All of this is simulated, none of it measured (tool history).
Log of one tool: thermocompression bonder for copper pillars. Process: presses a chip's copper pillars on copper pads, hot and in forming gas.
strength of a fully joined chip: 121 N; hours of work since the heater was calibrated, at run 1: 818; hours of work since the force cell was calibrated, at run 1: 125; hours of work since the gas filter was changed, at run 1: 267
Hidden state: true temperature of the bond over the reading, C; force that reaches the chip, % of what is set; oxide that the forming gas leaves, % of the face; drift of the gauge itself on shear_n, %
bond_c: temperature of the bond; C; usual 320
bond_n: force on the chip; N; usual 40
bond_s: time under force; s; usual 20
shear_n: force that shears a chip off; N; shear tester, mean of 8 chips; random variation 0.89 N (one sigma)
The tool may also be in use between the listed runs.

| run | day | bond_c | bond_n | bond_s | hours of work since the heater was calibrated | hours of work since the force cell was calibrated | hours of work since the gas filter was changed | shear_n |
|---|---|---|---|---|---|---|---|---|
| 1 | 0.000 | 320 | 40 | 20 | 818 | 125 | 267 | 64.9 |
| 2 | 0.458 | 320 | 40 | 20 | 826 | 133 | 275 | 63.2 |
| 3 | 0.871 | 320 | 40 | 20 | 834 | 141 | 282 | 64.2 |
| 4 | 1.321 | 320 | 45 | 20 | 842 | 149 | 291 | 67.9 |
| 5 | 1.617 | 320 | 40 | 20 | 847 | 154 | 296 | 63.3 |
| 6 | 2.267 | 320 | 40 | 20 | 859 | 166 | 308 | 62.4 |
| 7 | 2.654 | 320 | 40 | 20 | 866 | 173 | 315 | 64.6 |
| 8 | 3.204 | 320 | 40 | 10 | 876 | 183 | 325 | 49.1 |
| 9 | 3.642 | 320 | 47 | 20 | 884 | 191 | 333 | 68.0 |
| 10 | 4.246 | 320 | 47 | 20 | 895 | 202 | 344 | 68.7 |
| 11 | 4.654 | 320 | 47 | 20 | 902 | 209 | 351 | 68.1 |
| 12 | 5.108 | 320 | 39 | 20 | 911 | 218 | 359 | 60.0 |
| 13 | 5.550 | 320 | 39 | 20 | 919 | 226 | 367 | 61.4 |
| 14 | 6.175 | 320 | 43 | 20 | 930 | 237 | 379 | 63.0 |
| 15 | 6.742 | 320 | 43 | 20 | 940 | 247 | 389 | 63.5 |
| 16 | 7.283 | 320 | 43 | 20 | 950 | 257 | 399 | 65.3 |
| 17 | 7.712 | 320 | 40 | 20 | 958 | 265 | 407 | 61.3 |
| 18 | 8.300 | 316 | 40 | 20 | 968 | 276 | 417 | 57.5 |
| 19 | 8.779 | 319 | 40 | 20 | 977 | 284 | 426 | 60.0 |
| 20 | 9.288 | 319 | 40 | 20 | 986 | 294 | 435 | 59.7 |
| 21 | 9.792 | 297 | 55 | 20 | 996 | 303 | 444 | 55.3 |
| 22 | 10.092 | 313 | 36 | 20 | 1001 | 308 | 450 | 51.4 |
| 23 | 10.683 | 340 | 51 | 17 | 1012 | 319 | 461 | 80.8 |
|  | 10.958 | forming gas filter changed |
| 24 | 11.221 | 340 | 51 | 17 | 1021 | 328 | 5 | 87.7 |
| 25 | 11.625 | 340 | 51 | 17 | 1028 | 336 | 12 | 86.9 |
| 26 | 12.162 | 315 | 24 | 20 | 1038 | 345 | 22 | 41.1 |
| 27 | 12.504 | 350 | 28 | 30 | 1044 | 352 | 28 | 82.4 |
| 28 | 12.988 | 332 | 40 | 10 | 1053 | 360 | 37 | 58.3 |
| 29 | 13.254 | 320 | 27 | 10 | 1058 | 365 | 42 | 38.2 |
| 30 | 13.521 | 290 | 40 | 13 | 1063 | 370 | 46 | 34.9 |
| 31 | 13.821 | 335 | 37 | 31 | 1068 | 375 | 52 | 83.0 |
| 32 | 14.375 | 330 | 40 | 33 | 1078 | 385 | 62 | 80.1 |
| 33 | 14.829 | 298 | 54 | 22 | 1087 | 394 | 70 | 58.7 |
| 34 | 15.212 | 320 | 40 | 29 | 1094 | 401 | 77 | 72.7 |
| 35 | 15.575 | 320 | 40 | 29 | 1100 | 407 | 84 | 71.4 |
| 36 | 16.175 | 306 | 40 | 31 | 1111 | 418 | 95 | 60.1 |
| 37 | 16.754 | 296 | 41 | 31 | 1121 | 429 | 105 | 52.6 |
| 38 | 17.171 | 314 | 32 | 16 | 1129 | 436 | 113 | 45.5 |
| 39 | 17.733 | 314 | 48 | 42 | 1139 | 446 | 123 | 80.5 |

Forecast each of these 3 alternatives for the next run:
| A | 18.133 | 293 | 48 | 38 | 1147 | 454 | 130 | ? |
| B | 18.133 | 347 | 40 | 20 | 1147 | 454 | 130 | ? |
| C | 18.133 | 336 | 40 | 30 | 1147 | 454 | 130 | ? |

| run | shear_n |
|---|---|
| A | 60.3 |
| B | 83.9 |
| C | 84.3 |
Without the tool's hidden state the same runs would have given:
| run | shear_n |
|---|---|
| A | 72.3 |
| B | 94.4 |
| C | 95.0 |
